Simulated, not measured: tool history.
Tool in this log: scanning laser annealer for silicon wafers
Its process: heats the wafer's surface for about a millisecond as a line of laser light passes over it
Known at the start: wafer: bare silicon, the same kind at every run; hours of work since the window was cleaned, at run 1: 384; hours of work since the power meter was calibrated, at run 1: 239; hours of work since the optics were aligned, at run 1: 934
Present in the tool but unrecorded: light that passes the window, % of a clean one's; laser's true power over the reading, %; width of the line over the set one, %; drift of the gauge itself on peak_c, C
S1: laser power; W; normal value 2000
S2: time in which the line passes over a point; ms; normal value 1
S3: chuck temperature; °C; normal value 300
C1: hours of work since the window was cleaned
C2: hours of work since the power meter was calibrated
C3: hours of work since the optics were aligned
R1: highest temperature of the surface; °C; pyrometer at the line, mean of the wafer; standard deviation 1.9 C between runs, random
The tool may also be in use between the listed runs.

run	hour	S1	S2	S3	C1	C2	C3	R1
1	0	2000	1	300	384	239	934	1070
2	8.3	1926	1	300	389	245	939	1040
3	18.9	1926	1	300	396	252	946	1038
4	24.5	1926	1	300	400	255	950	1037
5	35.9	1926	1	300	408	263	958	1037
6	43.4	1926	1	300	413	268	963	1037
7	50.7	1926	1	291	418	273	968	1029
8	56.9	1926	1	291	422	277	972	1030
9	68.2	1926	0.99	291	429	285	979	1028
10	74.8	2000	1.09	300	434	289	984	1092
11	80.2	1988	1.09	313	437	293	987	1100
12	88.2	1988	1.09	313	443	298	993	1105
13	96.4	1754	1	300	448	303	998	974

Estimate the outcome of run 14 from the log above:
14	106.8	1754	1	300	455	310	1005	?

{"run 14": {"R1": 972}}
Had the tool carried no hidden state, the very same run would have given R1 996 °C.
